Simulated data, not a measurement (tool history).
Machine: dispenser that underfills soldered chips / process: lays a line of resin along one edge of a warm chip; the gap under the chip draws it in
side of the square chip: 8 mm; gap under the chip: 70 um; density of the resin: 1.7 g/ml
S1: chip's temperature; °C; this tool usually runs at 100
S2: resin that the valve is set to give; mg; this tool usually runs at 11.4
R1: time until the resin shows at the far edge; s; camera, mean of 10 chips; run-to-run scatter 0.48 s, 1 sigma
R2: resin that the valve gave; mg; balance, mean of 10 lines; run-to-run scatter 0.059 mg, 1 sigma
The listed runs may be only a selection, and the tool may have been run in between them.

run    day   S1    S2    R1     R2
  1  0.000  100  11.4  56.0  11.38
     0.108  -- new syringe of resin
  2  0.229   92  11.4  56.3  11.32
  3  0.500   92  11.4  73.9  11.31
     0.554  -- new syringe of resin
  4  0.646  100  10.5  43.3  10.37
  5  0.933  100  10.5  58.6  10.29
     1.004  -- new syringe of resin
  6  1.162  100  11.4  46.4  11.16
     1.454  -- new syringe of resin
  7  1.467  100  11.4  40.1  11.18
  8  1.629   89  11.4  65.6  11.17
  9  1.817   91  11.4  76.1  11.12
     1.892  -- new syringe of resin
 10  2.067   91  11.4  61.5  11.09

Run 11 comes next. What will it give?
 11  2.250  87  10.1   ?   ?

Run 11 measured R1 87.5 s, R2 9.82 mg.
On a tool with no hidden condition, and with the same random variation, this run would have come out at R1 58.2 s, R2 10.15 mg.

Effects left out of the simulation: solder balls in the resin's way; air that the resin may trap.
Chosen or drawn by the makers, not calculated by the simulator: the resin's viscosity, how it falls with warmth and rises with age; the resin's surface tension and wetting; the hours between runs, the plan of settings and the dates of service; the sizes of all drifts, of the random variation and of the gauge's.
